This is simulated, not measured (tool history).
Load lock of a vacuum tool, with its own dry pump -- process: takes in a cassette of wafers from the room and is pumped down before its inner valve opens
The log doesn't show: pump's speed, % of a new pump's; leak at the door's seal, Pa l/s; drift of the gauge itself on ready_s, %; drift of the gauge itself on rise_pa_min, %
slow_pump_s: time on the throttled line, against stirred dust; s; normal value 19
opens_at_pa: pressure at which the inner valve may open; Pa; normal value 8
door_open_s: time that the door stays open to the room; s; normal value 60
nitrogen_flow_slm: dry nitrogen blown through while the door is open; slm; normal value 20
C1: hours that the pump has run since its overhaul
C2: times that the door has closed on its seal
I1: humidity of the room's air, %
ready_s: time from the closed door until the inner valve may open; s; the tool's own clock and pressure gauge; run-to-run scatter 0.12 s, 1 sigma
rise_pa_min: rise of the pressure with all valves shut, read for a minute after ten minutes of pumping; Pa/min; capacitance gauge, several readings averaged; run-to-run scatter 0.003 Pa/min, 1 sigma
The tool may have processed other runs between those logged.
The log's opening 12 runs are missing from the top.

run 13 hour=2167.9 | slow_pump_s=19 opens_at_pa=8 door_open_s=60 nitrogen_flow_slm=32 | C1=1407 C2=14249 | I1=47.0 | ready_s=36.0 rise_pa_min=0.022
run 14 hour=2277.5 | slow_pump_s=28 opens_at_pa=8 door_open_s=60 nitrogen_flow_slm=32 | C1=1517 C2=14607 | I1=46.4 | ready_s=42.8 rise_pa_min=0.025
run 15 hour=2421.5 | slow_pump_s=19 opens_at_pa=8 door_open_s=60 nitrogen_flow_slm=43 | C1=1661 C2=15077 | I1=43.5 | ready_s=36.0 rise_pa_min=0.019
run 16 hour=2663.6 | slow_pump_s=35 opens_at_pa=8 door_open_s=60 nitrogen_flow_slm=20 | C1=1903 C2=15868 | I1=43.2 | ready_s=48.4 rise_pa_min=0.037
run 17 hour=2886.3 | slow_pump_s=35 opens_at_pa=8 door_open_s=60 nitrogen_flow_slm=20 | C1=2126 C2=16595 | I1=43.2 | ready_s=48.4 rise_pa_min=0.033
run 18 hour=3130.7 | slow_pump_s=35 opens_at_pa=8 door_open_s=101 nitrogen_flow_slm=20 | C1=2370 C2=17393 | I1=42.9 | ready_s=48.4 rise_pa_min=0.035
run 19 hour=3364.0 | slow_pump_s=19 opens_at_pa=7 door_open_s=60 nitrogen_flow_slm=20 | C1=2603 C2=18155 | I1=44.8 | ready_s=36.1 rise_pa_min=0.035
run 20 hour=3511.2 | slow_pump_s=19 opens_at_pa=8 door_open_s=60 nitrogen_flow_slm=37 | C1=2751 C2=18636 | I1=46.4 | ready_s=36.0 rise_pa_min=0.025
run 21 hour=3740.0 | slow_pump_s=22 opens_at_pa=8 door_open_s=56 nitrogen_flow_slm=20 | C1=2979 C2=19383 | I1=45.3 | ready_s=38.2 rise_pa_min=0.033
run 22 hour=3913.2 | slow_pump_s=18 opens_at_pa=14 door_open_s=56 nitrogen_flow_slm=20 | C1=3153 C2=19949 | I1=44.2 | ready_s=33.8 rise_pa_min=0.027
run 23 hour=4053.4 | slow_pump_s=21 opens_at_pa=16 door_open_s=141 nitrogen_flow_slm=4 | C1=3293 C2=20407 | I1=45.8 | ready_s=36.0 rise_pa_min=0.099
run 24 hour=4223.1 | slow_pump_s=34 opens_at_pa=14 door_open_s=60 nitrogen_flow_slm=7 | C1=3463 C2=20961 | I1=45.3 | ready_s=46.2 rise_pa_min=0.057
run 25 hour=4391.4 | slow_pump_s=34 opens_at_pa=14 door_open_s=60 nitrogen_flow_slm=39 | C1=3631 C2=21510 | I1=44.3 | ready_s=46.1 rise_pa_min=0.024
run 26 hour=4562.6 | slow_pump_s=12 opens_at_pa=8 door_open_s=157 nitrogen_flow_slm=18 | C1=3802 C2=22069 | I1=45.8 | ready_s=30.3 rise_pa_min=0.053
run 27 hour=4759.8 | slow_pump_s=19 opens_at_pa=11 door_open_s=60 nitrogen_flow_slm=38 | C1=3999 C2=22714 | I1=47.3 | ready_s=35.3 rise_pa_min=0.030
run 28 hour=4903.2 | slow_pump_s=19 opens_at_pa=11 door_open_s=59 nitrogen_flow_slm=38 | C1=4143 C2=23182 | I1=42.2 | ready_s=35.0 rise_pa_min=0.025
run 29 hour=5093.5 | slow_pump_s=36 opens_at_pa=11 door_open_s=60 nitrogen_flow_slm=35 | C1=4333 C2=23803 | I1=47.9 | ready_s=48.5 rise_pa_min=0.024
run 30 hour=5202.9 | slow_pump_s=36 opens_at_pa=11 door_open_s=55 nitrogen_flow_slm=35 | C1=4442 C2=24161 | I1=44.3 | ready_s=48.6 rise_pa_min=0.028
run 31 hour=5337.0 | slow_pump_s=13 opens_at_pa=11 door_open_s=55 nitrogen_flow_slm=13 | C1=4576 C2=24599 | I1=45.0 | ready_s=30.4 rise_pa_min=0.037
run 32 hour=5447.2 | slow_pump_s=23 opens_at_pa=16 door_open_s=25 nitrogen_flow_slm=33 | C1=4687 C2=24958 | I1=45.8 | ready_s=37.3 rise_pa_min=0.015
run 33 hour=5697.9 | slow_pump_s=23 opens_at_pa=16 door_open_s=25 nitrogen_flow_slm=33 | C1=4937 C2=25777 | I1=43.7 | ready_s=37.3 rise_pa_min=0.014
run 34 hour=5841.6 | slow_pump_s=19 opens_at_pa=7 door_open_s=42 nitrogen_flow_slm=20 | C1=5081 C2=26246 | I1=46.2 | ready_s=36.3 rise_pa_min=0.032
run 35 hour=6032.7 | slow_pump_s=19 opens_at_pa=7 door_open_s=42 nitrogen_flow_slm=20 | C1=5272 C2=26871 | I1=42.1 | ready_s=36.1 rise_pa_min=0.030
run 36 hour=6202.1 | slow_pump_s=13 opens_at_pa=10 door_open_s=54 nitrogen_flow_slm=9 | C1=5441 C2=27424 | I1=42.9 | ready_s=30.6 rise_pa_min=0.045

Branching from run 36: 3 alternative next runs. What would each branch give?
run A hour=6401.5 | slow_pump_s=13 opens_at_pa=10 door_open_s=44 nitrogen_flow_slm=6 | C1=5641 C2=28075 | I1=42.9 | ready_s=? rise_pa_min=?
run B hour=6401.5 | slow_pump_s=13 opens_at_pa=15 door_open_s=54 nitrogen_flow_slm=9 | C1=5641 C2=28075 | I1=45.0 | ready_s=? rise_pa_min=?
run C hour=6401.5 | slow_pump_s=36 opens_at_pa=10 door_open_s=54 nitrogen_flow_slm=9 | C1=5641 C2=28075 | I1=42.2 | ready_s=? rise_pa_min=?

run=A ready_s=30.8 rise_pa_min=0.048
run=B ready_s=29.7 rise_pa_min=0.051
run=C ready_s=48.7 rise_pa_min=0.044
With no hidden state in the tool, these same runs would have given:
run=A ready_s=30.8 rise_pa_min=0.047
run=B ready_s=29.7 rise_pa_min=0.051
run=C ready_s=48.7 rise_pa_min=0.044
